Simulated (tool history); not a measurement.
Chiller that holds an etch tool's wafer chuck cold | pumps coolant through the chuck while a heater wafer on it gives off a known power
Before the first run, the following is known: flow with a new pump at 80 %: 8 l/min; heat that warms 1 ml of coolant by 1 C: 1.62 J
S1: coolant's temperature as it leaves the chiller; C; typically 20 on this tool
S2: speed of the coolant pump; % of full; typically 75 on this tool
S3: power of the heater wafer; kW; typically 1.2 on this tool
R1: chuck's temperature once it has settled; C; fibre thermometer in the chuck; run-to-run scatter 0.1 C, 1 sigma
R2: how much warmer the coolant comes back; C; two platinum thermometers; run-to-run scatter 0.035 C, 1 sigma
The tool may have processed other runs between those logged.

run 1 hour=0 | S1=20 S2=75 S3=1.2 | R1=36.8 R2=6.22
run 2 hour=24.7 | S1=20 S2=75 S3=1.2 | R1=37 R2=6.19
run 3 hour=53.2 | S1=20 S2=75 S3=1.616 | R1=42.5 R2=8.33
run 4 hour=69.6 | S1=20 S2=75 S3=1.2 | R1=36.8 R2=6.16
run 5 hour=96.7 | S1=20 S2=75 S3=1.2 | R1=37.1 R2=6.16
run 6 hour=125.5 | S1=20 S2=75 S3=1.2 | R1=37 R2=6.14
run 7 hour=145.6 | S1=20 S2=75 S3=1.2 | R1=37 R2=6.24
run 8 hour=158.7 | S1=20 S2=67 S3=1.2 | R1=38.7 R2=6.94
run 9 hour=172.7 | S1=20 S2=67 S3=1.2 | R1=38.7 R2=6.97
run 10 hour=188.2 | S1=20 S2=67 S3=1.2 | R1=38.8 R2=6.92
run 11 hour=206.8 | S1=20 S2=67 S3=1.2 | R1=38.9 R2=6.98
run 12 hour=236.5 | S1=20 S2=67 S3=1.2 | R1=38.9 R2=6.98
-- hour=243 coolant pump overhauled
run 13 hour=270.6 | S1=20 S2=91 S3=1.58 | R1=39.3 R2=6.92
run 14 hour=289.6 | S1=15 S2=92 S3=1.109 | R1=28.6 R2=4.83
run 15 hour=319.2 | S1=15 S2=92 S3=1.109 | R1=28.6 R2=4.83
-- hour=334.9 coolant pump overhauled, once more
run 16 hour=342.4 | S1=19 S2=81 S3=1.159 | R1=33.9 R2=5.33
run 17 hour=356.9 | S1=19 S2=81 S3=1.159 | R1=33.9 R2=5.31
run 18 hour=387.1 | S1=10 S2=97 S3=1.093 | R1=22.1 R2=4.14
run 19 hour=407.7 | S1=10 S2=97 S3=1.093 | R1=22 R2=4.12
run 20 hour=435.9 | S1=19 S2=75 S3=1.64 | R1=41.3 R2=8.11
run 21 hour=457.2 | S1=20 S2=71 S3=1.2 | R1=37.3 R2=6.26
run 22 hour=487.1 | S1=20 S2=78 S3=0.892 | R1=32 R2=4.24
run 23 hour=502.9 | S1=26 S2=86 S3=0.865 | R1=37 R2=3.68
run 24 hour=527.9 | S1=12 S2=98 S3=1.235 | R1=25.4 R2=4.7

Predict each of these 3 candidate next runs independently; none follows another, all start after run 24:
run A hour=549.6 | S1=12 S2=88 S3=1.445 | R1=? R2=?
run B hour=549.6 | S1=20 S2=83 S3=1.2 | R1=? R2=?
run C hour=549.6 | S1=16 S2=98 S3=1.2 | R1=? R2=?

run=A R1=29.5 R2=6.12
run=B R1=35.3 R2=5.41
run=C R1=29.1 R2=4.53
Take away the tool's hidden state, keep each run's random variation, and the runs would have read:
run=A R1=27.1 R2=6.08
run=B R1=33.2 R2=5.39
run=C R1=27.2 R2=4.51
